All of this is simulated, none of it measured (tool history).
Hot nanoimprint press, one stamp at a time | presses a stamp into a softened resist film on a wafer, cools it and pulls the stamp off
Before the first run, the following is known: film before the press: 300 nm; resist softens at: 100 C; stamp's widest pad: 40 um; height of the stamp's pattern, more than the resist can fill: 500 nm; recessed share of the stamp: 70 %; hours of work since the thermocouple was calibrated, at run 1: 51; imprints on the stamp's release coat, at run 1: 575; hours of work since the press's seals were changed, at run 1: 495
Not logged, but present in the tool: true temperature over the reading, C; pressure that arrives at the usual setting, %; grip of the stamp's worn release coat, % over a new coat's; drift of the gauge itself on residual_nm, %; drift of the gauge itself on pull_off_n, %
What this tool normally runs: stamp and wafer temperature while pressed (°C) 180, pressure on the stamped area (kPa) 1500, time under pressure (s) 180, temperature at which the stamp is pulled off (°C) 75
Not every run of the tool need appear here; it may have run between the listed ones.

| run | day | stamp and wafer temperature while pressed (°C) | pressure on the stamped area (kPa) | time under pressure (s) | temperature at which the stamp is pulled off (°C) | hours of work since the thermocouple was calibrated | imprints on the stamp's release coat | hours of work since the press's seals were changed | resist left under the stamp's widest pad (angstrom) | greatest force while the stamp is pulled off (N) |
|---|---|---|---|---|---|---|---|---|---|---|
| 1 | 0.000 | 180 | 1500 | 180 | 75 | 51 | 575 | 495 | 1545 | 191 |
| 2 | 1.150 | 180 | 1500 | 180 | 75 | 62 | 660 | 506 | 1535 | 191 |
| 3 | 3.125 | 180 | 1500 | 180 | 75 | 81 | 806 | 525 | 1536 | 192 |
| 4 | 5.175 | 180 | 1500 | 180 | 75 | 101 | 957 | 544 | 1529 | 198 |
| 5 | 7.092 | 180 | 1500 | 180 | 63 | 119 | 1099 | 563 | 1555 | 226 |
| 6 | 8.104 | 180 | 1500 | 238 | 75 | 129 | 1173 | 572 | 1411 | 196 |
| 7 | 10.112 | 180 | 1500 | 238 | 75 | 148 | 1322 | 592 | 1406 | 197 |
| 8 | 11.662 | 180 | 1500 | 238 | 75 | 163 | 1436 | 607 | 1406 | 190 |
| 9 | 13.058 | 180 | 1500 | 127 | 75 | 176 | 1539 | 620 | 1761 | 196 |
| 10 | 14.454 | 180 | 1500 | 180 | 80 | 190 | 1642 | 633 | 1556 | 183 |
| 11 | 15.346 | 180 | 1500 | 180 | 75 | 198 | 1708 | 642 | 1572 | 191 |
| 12 | 16.429 | 180 | 1500 | 180 | 75 | 209 | 1788 | 652 | 1557 | 208 |
| 13 | 17.338 | 180 | 1410 | 141 | 75 | 217 | 1855 | 661 | 1750 | 193 |
|  | 17.879 | stamp cleaned and given a new release coat |
| 14 | 18.688 | 180 | 1580 | 95 | 75 | 228 | 60 | 672 | 1885 | 190 |
| 15 | 20.588 | 180 | 1470 | 167 | 62 | 246 | 200 | 690 | 1632 | 221 |
| 16 | 22.008 | 175 | 1890 | 142 | 74 | 260 | 305 | 704 | 1855 | 197 |
| 17 | 23.617 | 175 | 1890 | 142 | 74 | 275 | 424 | 719 | 1882 | 198 |
|  | 24.892 | gauge calibrated |
| 18 | 25.412 | 175 | 1590 | 266 | 74 | 293 | 556 | 736 | 1585 | 198 |
| 19 | 27.200 | 182 | 1590 | 266 | 75 | 310 | 688 | 754 | 1200 | 196 |
| 20 | 28.546 | 184 | 1560 | 96 | 75 | 323 | 788 | 767 | 1616 | 188 |
| 21 | 29.625 | 184 | 1560 | 148 | 72 | 333 | 868 | 777 | 1401 | 198 |
| 22 | 30.658 | 187 | 1500 | 180 | 73 | 343 | 944 | 787 | 1183 | 203 |
| 23 | 31.992 | 174 | 1050 | 110 | 75 | 356 | 1042 | 800 | 2432 | 190 |
| 24 | 33.508 | 174 | 1050 | 110 | 75 | 370 | 1154 | 814 | 2376 | 192 |

5 options for the next run, each taken on its own from the tool as it stands now. Forecast them:
| A | 35.021 | 174 | 1050 | 110 | 82 | 385 | 1266 | 829 | ? | ? |
| B | 35.021 | 183 | 910 | 110 | 75 | 385 | 1266 | 829 | ? | ? |
| C | 35.021 | 174 | 1050 | 276 | 75 | 385 | 1266 | 829 | ? | ? |
| D | 35.021 | 180 | 1500 | 180 | 64 | 385 | 1266 | 829 | ? | ? |
| E | 35.021 | 174 | 1560 | 110 | 75 | 385 | 1266 | 829 | ? | ? |

| run | resist left under the stamp's widest pad (angstrom) | greatest force while the stamp is pulled off (N) |
|---|---|---|
| A | 2410 | 181 |
| B | 1985 | 193 |
| C | 1948 | 191 |
| D | 1567 | 221 |
| E | 2167 | 188 |
Without the tool's hidden state the same runs would have given:
| run | resist left under the stamp's widest pad (angstrom) | greatest force while the stamp is pulled off (N) |
|---|---|---|
| A | 2379 | 180 |
| B | 1959 | 191 |
| C | 1922 | 190 |
| D | 1544 | 219 |
| E | 2138 | 187 |
